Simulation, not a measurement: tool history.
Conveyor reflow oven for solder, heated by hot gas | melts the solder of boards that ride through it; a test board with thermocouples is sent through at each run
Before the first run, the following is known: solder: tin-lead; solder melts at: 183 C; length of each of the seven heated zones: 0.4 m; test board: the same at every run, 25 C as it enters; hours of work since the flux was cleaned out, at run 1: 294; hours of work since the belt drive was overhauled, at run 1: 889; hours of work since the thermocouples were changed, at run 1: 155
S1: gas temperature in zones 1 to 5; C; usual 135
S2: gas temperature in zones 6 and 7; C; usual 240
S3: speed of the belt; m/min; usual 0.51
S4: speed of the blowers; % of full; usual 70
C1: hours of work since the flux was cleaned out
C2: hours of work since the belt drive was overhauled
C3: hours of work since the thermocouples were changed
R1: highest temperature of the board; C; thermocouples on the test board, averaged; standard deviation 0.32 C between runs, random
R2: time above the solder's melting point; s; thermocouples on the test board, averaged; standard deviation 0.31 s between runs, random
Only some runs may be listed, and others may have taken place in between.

Run 1, hour 0: usual settings; C1 294; C2 889; C3 155. Result: R1 216.2 C, R2 68.1 s.
Run 2, hour 40.7: usual settings; C1 322; C2 918; C3 184. Result: R1 216 C, R2 67.8 s.
At hour 64.4: flux residue cleaned out of gas plates and filters.
Run 3, hour 96.3: usual settings; C1 22; C2 954; C3 219. Result: R1 211.8 C, R2 62.7 s.
Run 4, hour 145.5: usual settings but S3 0.607 m/min; C1 57; C2 988; C3 254. Result: R1 203.6 C, R2 40.5 s.
Run 5, hour 197.6: usual settings; C1 94; C2 1025; C3 291. Result: R1 211 C, R2 61.2 s.
Run 6, hour 256.5: usual settings; C1 135; C2 1067; C3 332. Result: R1 210.2 C, R2 60.2 s.
Run 7, hour 320: usual settings but S3 0.502 m/min; C1 180; C2 1111; C3 377. Result: R1 209.8 C, R2 60.7 s.
Run 8, hour 356.6: usual settings; C1 206; C2 1137; C3 403. Result: R1 209.2 C, R2 58.3 s.
Run 9, hour 422.9: usual settings; C1 253; C2 1184; C3 450. Result: R1 208.4 C, R2 58 s.
Run 10, hour 493.2: usual settings; C1 302; C2 1233; C3 499. Result: R1 208.8 C, R2 57.2 s.
At hour 518.7: flux residue cleaned out of gas plates and filters, once more.
Run 11, hour 588.4: usual settings but S3 0.457 m/min; C1 49; C2 1297; C3 563. Result: R1 223.1 C, R2 83.9 s.
Run 12, hour 650.4: usual settings but S3 0.457 m/min; C1 93; C2 1341; C3 607. Result: R1 221.3 C, R2 84.1 s.
Run 13, hour 720: usual settings; C1 142; C2 1390; C3 656. Result: R1 217.1 C, R2 70.4 s.
Run 14, hour 791.6: usual settings; C1 192; C2 1440; C3 706. Result: R1 216.7 C, R2 69 s.
At hour 825: belt drive overhauled, speed set with a stopwatch.
Run 15, hour 868.7: usual settings; C1 244; C2 31; C3 758. Result: R1 214.5 C, R2 66.2 s.
Run 16, hour 929: usual settings but S2 229 C, S4 85 % of full; C1 286; C2 73; C3 800. Result: R1 210 C, R2 61.7 s.
At hour 1003.2: flux residue cleaned out of gas plates and filters.
Run 17, hour 1003.9: usual settings but S2 229 C, S4 85 % of full; C1 1; C2 123; C3 849. Result: R1 212.1 C, R2 66.2 s.
Run 18, hour 1061.1: usual settings but S3 0.438 m/min, S4 61 % of full; C1 41; C2 163; C3 890. Result: R1 218.9 C, R2 82.4 s.
Run 19, hour 1112.6: usual settings but S3 0.438 m/min, S4 61 % of full; C1 77; C2 199; C3 926. Result: R1 218.5 C, R2 81.7 s.
Run 20, hour 1203.7: usual settings but S3 0.438 m/min, S4 61 % of full; C1 141; C2 263; C3 990. Result: R1 217.9 C, R2 81.1 s.
Run 21, hour 1289.4: usual settings but S3 0.578 m/min, S4 64 % of full; C1 202; C2 324; C3 1051. Result: R1 207.8 C, R2 49.7 s.
Run 22, hour 1355.6: usual settings but S1 133 C, S2 234 C; C1 248; C2 371; C3 1097. Result: R1 208.8 C, R2 58.3 s.
Run 23, hour 1398.6: usual settings but S4 57 % of full; C1 279; C2 401; C3 1128. Result: R1 209 C, R2 58 s.
At hour 1484: flux residue cleaned out of gas plates and filters.
Run 24, hour 1485.2: usual settings but S1 122 C, S3 0.504 m/min; C1 1; C2 458; C3 1185. Result: R1 214.9 C, R2 62.1 s.
At hour 1512.2: thermocouples of zones 6 and 7 changed.
Run 25, hour 1544.7: usual settings but S1 146 C, S2 235 C, S3 0.545 m/min, S4 73 % of full; C1 41; C2 499; C3 23. Result: R1 216 C, R2 68.8 s.
Run 26, hour 1593.1: usual settings but S2 242 C, S4 51 % of full; C1 76; C2 533; C3 57. Result: R1 212 C, R2 62 s.
Run 27, hour 1655.6: usual settings but S1 126 C, S2 237 C, S3 0.486 m/min, S4 63 % of full; C1 120; C2 577; C3 101. Result: R1 213.4 C, R2 64.9 s.
Run 28, hour 1707: usual settings but S1 145 C, S2 228 C, S3 0.448 m/min, S4 68 % of full; C1 156; C2 613; C3 137. Result: R1 213.4 C, R2 80.3 s.
Run 29, hour 1786.4: usual settings but S1 143 C, S2 231 C, S3 0.418 m/min, S4 88 % of full; C1 212; C2 669; C3 193. Result: R1 221.2 C, R2 95.8 s.
Run 30, hour 1876.8: usual settings but S1 123 C, S2 231 C, S3 0.598 m/min, S4 64 % of full; C1 276; C2 733; C3 257. Result: R1 197.7 C, R2 30.2 s.

Consider 3 possible next runs. They are alternatives, not a sequence: every one starts from the tool as it was left by run 30. What does each give?
Run A, hour 1952.9: usual settings but S1 136 C, S2 245 C, S3 0.598 m/min, S4 64 % of full; C1 329; C2 787; C3 311. Result: R1 ?, R2 ?.
Run B, hour 1952.9: usual settings but S1 129 C, S2 235 C, S3 0.598 m/min, S4 51 % of full; C1 329; C2 787; C3 311. Result: R1 ?, R2 ?.
Run C, hour 1952.9: usual settings but S3 0.412 m/min, S4 80 % of full; C1 329; C2 787; C3 311. Result: R1 ?, R2 ?.

run     R1    R2
  A  211.2  51.9
  B  194.7  25.3
  C  225.7  97.2
Without the tool's hidden state the same runs would have given:
run     R1    R2
  A  216.1  56.6
  B  198.8    32
  C  229.8  99.9
